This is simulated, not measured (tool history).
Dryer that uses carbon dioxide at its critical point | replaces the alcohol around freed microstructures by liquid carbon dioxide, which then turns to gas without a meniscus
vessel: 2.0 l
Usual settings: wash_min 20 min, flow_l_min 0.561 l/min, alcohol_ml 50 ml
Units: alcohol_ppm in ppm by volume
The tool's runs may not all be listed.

run 1 day=0.000 | wash_min=20 flow_l_min=0.561 alcohol_ml=50 | alcohol_ppm=673
run 2 day=0.575 | wash_min=22 flow_l_min=0.561 alcohol_ml=50 | alcohol_ppm=484
run 3 day=0.967 | wash_min=20 flow_l_min=0.561 alcohol_ml=111 | alcohol_ppm=1358
run 4 day=1.329 | wash_min=20 flow_l_min=0.561 alcohol_ml=111 | alcohol_ppm=1341
run 5 day=1.625 | wash_min=20 flow_l_min=0.561 alcohol_ml=111 | alcohol_ppm=1355
-- day=2.046 inlet filter changed
run 6 day=2.229 | wash_min=20 flow_l_min=0.561 alcohol_ml=111 | alcohol_ppm=694
run 7 day=2.817 | wash_min=20 flow_l_min=0.561 alcohol_ml=111 | alcohol_ppm=695
run 8 day=3.071 | wash_min=28 flow_l_min=0.373 alcohol_ml=25 | alcohol_ppm=342
run 9 day=3.608 | wash_min=20 flow_l_min=0.568 alcohol_ml=50 | alcohol_ppm=386
run 10 day=4.200 | wash_min=14 flow_l_min=0.497 alcohol_ml=100 | alcohol_ppm=3088
run 11 day=4.496 | wash_min=27 flow_l_min=0.561 alcohol_ml=75 | alcohol_ppm=225
run 12 day=4.879 | wash_min=27 flow_l_min=0.561 alcohol_ml=75 | alcohol_ppm=228
run 13 day=5.146 | wash_min=30 flow_l_min=0.729 alcohol_ml=81 | alcohol_ppm=156

Forecast each of these 3 alternatives for the next run:
run A day=5.533 | wash_min=13 flow_l_min=0.561 alcohol_ml=50 | alcohol_ppm=?
run B day=5.533 | wash_min=16 flow_l_min=0.474 alcohol_ml=69 | alcohol_ppm=?
run C day=5.533 | wash_min=17 flow_l_min=0.729 alcohol_ml=81 | alcohol_ppm=?

run=A alcohol_ppm=1444
run=B alcohol_ppm=1772
run=C alcohol_ppm=427
Without the tool's hidden state the same runs would have given:
run=A alcohol_ppm=1194
run=B alcohol_ppm=1499
run=C alcohol_ppm=235

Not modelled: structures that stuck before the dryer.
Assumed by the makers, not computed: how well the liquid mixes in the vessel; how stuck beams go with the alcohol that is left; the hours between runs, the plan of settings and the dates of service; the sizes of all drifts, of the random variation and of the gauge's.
